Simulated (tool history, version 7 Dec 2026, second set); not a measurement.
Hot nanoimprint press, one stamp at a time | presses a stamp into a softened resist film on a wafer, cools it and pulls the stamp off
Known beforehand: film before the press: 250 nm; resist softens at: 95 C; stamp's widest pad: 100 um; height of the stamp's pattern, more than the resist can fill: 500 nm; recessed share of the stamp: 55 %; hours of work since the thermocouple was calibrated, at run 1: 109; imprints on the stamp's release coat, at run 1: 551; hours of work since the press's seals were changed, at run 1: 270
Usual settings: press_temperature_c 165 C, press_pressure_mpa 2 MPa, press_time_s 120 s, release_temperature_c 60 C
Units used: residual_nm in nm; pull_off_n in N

run   hour  press_temperature_c  press_pressure_mpa  press_time_s  release_temperature_c  hours of work since the thermocouple was calibrated  imprints on the stamp's release coat  hours of work since the press's seals were changed  residual_nm  pull_off_n
  1      0                  165                   2           120                     60                                                  109                                   551                                                 270         98.3         166
  2    8.8                  165                   2           120                     60                                                  115                                   572                                                 277         98.5         169
  3   18.6                  165                   2           120                     60                                                  122                                   595                                                 284         98.6         170
  4   28.3                  165                   2           185                     60                                                  129                                   619                                                 291         83.6         171
  5   32.9                  165                   2           185                     60                                                  132                                   630                                                 294           83         169
  6   39.3                  165                   2           185                     60                                                  137                                   645                                                 299         82.2         165
  7   46.8                  165                   2           120                     60                                                  142                                   663                                                 304         99.3         173
  8   52.2                  176                   2           120                     60                                                  146                                   676                                                 308         67.1         166
  9     59                  165                 1.6           120                     60                                                  151                                   692                                                 313        108.4         169
 10   67.6                  170                   2           120                     60                                                  157                                   713                                                 319           82         170
 11   75.5                  170                   2           120                     60                                                  163                                   732                                                 325         83.3         181
 12   86.1                  165                   2           120                     60                                                  170                                   757                                                 332         96.8         170
 13   95.6                  165                   2           120                     60                                                  177                                   780                                                 339         98.7         174
 14  103.2                  165                   2           120                     60                                                  183                                   799                                                 344         97.9         188
 15    108                  165                   2           169                     60                                                  186                                   810                                                 348         86.9         180
 16  117.2                  160                   2            73                     59                                                  193                                   832                                                 354        137.5         184
 17  122.6                  169                1.35           180                     64                                                  196                                   845                                                 358         87.1         158
 18  128.6                  169                   2            93                     65                                                  201                                   859                                                 363         93.8         161
 19  137.2                  169                   2            93                     55                                                  207                                   880                                                 369         93.9         205
 20  147.5                  165                1.28            80                     60                                                  214                                   905                                                 376        137.4         184
 21  152.9                  165                1.28            80                     60                                                  218                                   918                                                 380        137.2         188
 22  158.4                  156                1.24            80                     63                                                  222                                   931                                                 384          178         175
 23  164.8                  165                   2            69                     60                                                  227                                   946                                                 388        119.9         182
 24  173.8                  165                1.65           136                     60                                                  233                                   968                                                 395        101.6         179
 25  180.6                  165                1.65           136                     60                                                  238                                   985                                                 400        102.1         184
 26    186                  170                3.02           116                     60                                                  242                                   998                                                 404         66.7         180
 27  190.3                  175                3.02           108                     60                                                  245                                  1008                                                 407         58.7         178
 28  194.9                  170                1.33           108                     66                                                  248                                  1019                                                 410          103         164
 29  199.7                  165                1.53           120                     60                                                  252                                  1030                                                 413        109.7         181
 30  204.1                  175                1.46           129                     53                                                  255                                  1041                                                 417         79.5         208

How would selected steps in residual_nm from run to run divide? Give the signed amount a tool lacking its hidden state would still show from settings, what came in and random variation, and the signed amount left for the hidden state, including any gauge scatter that is not in both of the compared results.
Hidden state present: true temperature over the reading, C; pressure that arrives at the usual setting, %; grip of the stamp's worn release coat, % over a new coat's; drift of the gauge itself on residual_nm, %; drift of the gauge itself on pull_off_n, %.
Run 15 -> 16: press_temperature_c 165 -> 160, press_time_s 169 -> 73, release_temperature_c 60 -> 59. residual_nm +50.6 nm: hidden state -0.9, all else +51.5.
Run 16 -> 17: press_temperature_c 160 -> 169, press_pressure_mpa 2 -> 1.35, press_time_s 73 -> 180, release_temperature_c 59 -> 64. residual_nm -50.4 nm: hidden state +0.4, all else -50.8.
Run 19 -> 20: press_temperature_c 169 -> 165, press_pressure_mpa 2 -> 1.28, press_time_s 93 -> 80, release_temperature_c 55 -> 60. residual_nm +43.5 nm: hidden state -1.4, all else +44.9.
Run 22 -> 23: press_temperature_c 156 -> 165, press_pressure_mpa 1.24 -> 2, press_time_s 80 -> 69, release_temperature_c 63 -> 60. residual_nm -58.1 nm: hidden state +1.1, all else -59.2.
Run 25 -> 26: press_temperature_c 165 -> 170, press_pressure_mpa 1.65 -> 3.02, press_time_s 136 -> 116. residual_nm -35.4 nm: hidden state +1.8, all else -37.2.
Run 27 -> 28: press_temperature_c 175 -> 170, press_pressure_mpa 3.02 -> 1.33, release_temperature_c 60 -> 66. residual_nm +44.3 nm: hidden state -2.3, all else +46.6.
